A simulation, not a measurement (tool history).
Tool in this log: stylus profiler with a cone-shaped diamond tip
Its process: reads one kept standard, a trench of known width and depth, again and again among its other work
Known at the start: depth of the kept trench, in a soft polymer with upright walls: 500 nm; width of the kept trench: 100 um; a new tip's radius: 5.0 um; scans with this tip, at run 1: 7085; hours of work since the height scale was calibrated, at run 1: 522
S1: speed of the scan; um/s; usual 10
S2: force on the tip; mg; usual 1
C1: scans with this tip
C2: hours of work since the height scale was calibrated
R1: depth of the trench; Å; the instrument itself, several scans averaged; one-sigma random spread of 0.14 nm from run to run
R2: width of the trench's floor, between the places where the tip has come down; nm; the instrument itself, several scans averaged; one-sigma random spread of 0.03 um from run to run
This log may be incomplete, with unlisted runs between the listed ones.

{"run": 1, "hour": 0.0, "S1": 10, "S2": 1, "C1": 7085, "C2": 522, "R1": 5037.4, "R2": 95570}
{"run": 2, "hour": 50.4, "S1": 10, "S2": 1, "C1": 7546, "C2": 556, "R1": 5037.4, "R2": 95570}
{"run": 3, "hour": 95.5, "S1": 10, "S2": 1, "C1": 7959, "C2": 586, "R1": 5037.1, "R2": 95590}
{"run": 4, "hour": 118.2, "S1": 10, "S2": 1, "C1": 8166, "C2": 602, "R1": 5034.7, "R2": 95580}
{"run": 5, "hour": 160.1, "S1": 10, "S2": 1, "C1": 8550, "C2": 630, "R1": 5038.9, "R2": 95590}
{"run": 6, "hour": 195.0, "S1": 10, "S2": 1, "C1": 8870, "C2": 654, "R1": 5036.8, "R2": 95620}
{"run": 7, "hour": 242.9, "S1": 10, "S2": 1, "C1": 9308, "C2": 686, "R1": 5039.8, "R2": 95540}
{"run": 8, "hour": 270.8, "S1": 10, "S2": 1, "C1": 9564, "C2": 705, "R1": 5038.3, "R2": 95590}
{"run": 9, "hour": 293.5, "S1": 18, "S2": 1, "C1": 9771, "C2": 720, "R1": 5037.1, "R2": 95510}
{"run": 10, "hour": 317.4, "S1": 18, "S2": 1, "C1": 9990, "C2": 736, "R1": 5039, "R2": 95520}
{"run": 11, "hour": 361.6, "S1": 18, "S2": 1, "C1": 10395, "C2": 766, "R1": 5035.6, "R2": 95550}
{"run": 12, "hour": 414.8, "S1": 18, "S2": 2.14, "C1": 10882, "C2": 802, "R1": 5060.4, "R2": 95550}
{"run": 13, "hour": 462.5, "S1": 18, "S2": 2.14, "C1": 11319, "C2": 834, "R1": 5062.2, "R2": 95610}
{"run": 14, "hour": 513.6, "S1": 4, "S2": 1, "C1": 11787, "C2": 868, "R1": 5039.2, "R2": 95590}
{"hour": 522.7, "done": "new tip fitted, height scale calibrated"}
{"run": 15, "hour": 561.4, "S1": 10, "S2": 0.67, "C1": 355, "C2": 26, "R1": 5028.7, "R2": 95580}
{"run": 16, "hour": 597.8, "S1": 3, "S2": 1, "C1": 688, "C2": 51, "R1": 5038.8, "R2": 95650}
{"run": 17, "hour": 637.0, "S1": 3, "S2": 1, "C1": 1047, "C2": 77, "R1": 5036.1, "R2": 95620}
{"run": 18, "hour": 678.8, "S1": 3, "S2": 0.64, "C1": 1430, "C2": 105, "R1": 5030.4, "R2": 95640}
{"run": 19, "hour": 718.5, "S1": 38, "S2": 0.8, "C1": 1793, "C2": 132, "R1": 5033.1, "R2": 95390}
{"run": 20, "hour": 760.2, "S1": 7, "S2": 1.57, "C1": 2175, "C2": 160, "R1": 5052.2, "R2": 95600}
{"run": 21, "hour": 783.3, "S1": 7, "S2": 1.57, "C1": 2386, "C2": 176, "R1": 5050.7, "R2": 95610}
{"run": 22, "hour": 807.6, "S1": 7, "S2": 1.57, "C1": 2609, "C2": 192, "R1": 5049.9, "R2": 95590}
{"run": 23, "hour": 840.8, "S1": 7, "S2": 1.57, "C1": 2913, "C2": 215, "R1": 5048.6, "R2": 95580}
{"run": 24, "hour": 888.5, "S1": 15, "S2": 2.63, "C1": 3350, "C2": 247, "R1": 5071.4, "R2": 95580}
{"run": 25, "hour": 923.1, "S1": 14, "S2": 0.46, "C1": 3667, "C2": 270, "R1": 5020.5, "R2": 95540}
{"run": 26, "hour": 960.6, "S1": 8, "S2": 1, "C1": 4009, "C2": 295, "R1": 5037.1, "R2": 95640}
{"run": 27, "hour": 1003.0, "S1": 7, "S2": 0.58, "C1": 4398, "C2": 324, "R1": 5027.2, "R2": 95490}
{"run": 28, "hour": 1033.1, "S1": 11, "S2": 0.6, "C1": 4674, "C2": 344, "R1": 5027.7, "R2": 95520}
{"run": 29, "hour": 1085.1, "S1": 7, "S2": 1.52, "C1": 5150, "C2": 379, "R1": 5049.9, "R2": 95570}
{"run": 30, "hour": 1121.9, "S1": 3, "S2": 1.52, "C1": 5486, "C2": 404, "R1": 5049.8, "R2": 95600}
{"run": 31, "hour": 1146.9, "S1": 12, "S2": 0.39, "C1": 5716, "C2": 421, "R1": 5022.5, "R2": 95600}
{"run": 32, "hour": 1180.4, "S1": 16, "S2": 1.52, "C1": 6022, "C2": 444, "R1": 5046.1, "R2": 95530}
{"run": 33, "hour": 1221.0, "S1": 34, "S2": 0.55, "C1": 6394, "C2": 471, "R1": 5023.3, "R2": 95360}
{"run": 34, "hour": 1272.8, "S1": 8, "S2": 1, "C1": 6868, "C2": 506, "R1": 5038.6, "R2": 95520}
{"run": 35, "hour": 1320.7, "S1": 8, "S2": 1, "C1": 7307, "C2": 538, "R1": 5037.4, "R2": 95540}
{"run": 36, "hour": 1369.4, "S1": 2, "S2": 0.96, "C1": 7752, "C2": 571, "R1": 5035.5, "R2": 95640}

Below are 3 alternative next runs, each starting from the tool's condition after run 36. Predict each:
{"run": "A", "hour": 1415.2, "S1": 14, "S2": 0.34, "C1": 8172, "C2": 602, "R1": "?", "R2": "?"}
{"run": "B", "hour": 1415.2, "S1": 10, "S2": 0.82, "C1": 8172, "C2": 602, "R1": "?", "R2": "?"}
{"run": "C", "hour": 1415.2, "S1": 8, "S2": 1.69, "C1": 8172, "C2": 602, "R1": "?", "R2": "?"}

run=A R1=5020.4 R2=95540
run=B R1=5035.4 R2=95570
run=C R1=5053.3 R2=95540
What these runs would have given with no unlogged condition in the tool:
run=A R1=5020.3 R2=95560
run=B R1=5035.3 R2=95590
run=C R1=5053.2 R2=95560
